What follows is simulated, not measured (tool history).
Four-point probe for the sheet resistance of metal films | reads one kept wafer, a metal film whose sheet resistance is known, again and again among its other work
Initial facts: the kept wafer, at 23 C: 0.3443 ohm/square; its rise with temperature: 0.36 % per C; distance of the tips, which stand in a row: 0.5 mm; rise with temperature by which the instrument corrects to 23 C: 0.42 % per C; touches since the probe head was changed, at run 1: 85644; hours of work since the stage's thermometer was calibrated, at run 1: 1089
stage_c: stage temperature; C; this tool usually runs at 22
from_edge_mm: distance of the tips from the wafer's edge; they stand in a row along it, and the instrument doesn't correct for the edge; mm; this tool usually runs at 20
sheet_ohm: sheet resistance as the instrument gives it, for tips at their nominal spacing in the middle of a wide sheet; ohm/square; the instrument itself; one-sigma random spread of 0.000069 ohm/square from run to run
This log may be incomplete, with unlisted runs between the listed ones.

run	hour	stage_c	from_edge_mm	touches since the probe head was changed	hours of work since the stage's thermometer was calibrated	sheet_ohm
1	0	22	20	85644	1089	0.34097
2	88.1	22	20	87846	1130	0.340881
3	216.1	18	20	91043	1190	0.341672
4	312	18	20	93441	1234	0.34153
5	418.1	18	20	96090	1284	0.341473
# hour 506.5: stage's thermometer calibrated
6	524.3	18	20	98733	8	0.341149
7	625.4	18	20	101258	55	0.341179
8	714.7	22	20	103488	97	0.34015
9	822.3	22	20	106177	147	0.340293
10	885.5	22	20	107755	176	0.340113
11	1021.3	22	20	111149	240	0.339951

Run 12, settings as shown, results not yet in. Your forecast:
12	1079.9	22	20	112614	267	?

Run 12 produced sheet_ohm 0.340008 ohm/square.
Minus the tool's unlogged condition, the same run would have read sheet_ohm 0.344634 ohm/square.

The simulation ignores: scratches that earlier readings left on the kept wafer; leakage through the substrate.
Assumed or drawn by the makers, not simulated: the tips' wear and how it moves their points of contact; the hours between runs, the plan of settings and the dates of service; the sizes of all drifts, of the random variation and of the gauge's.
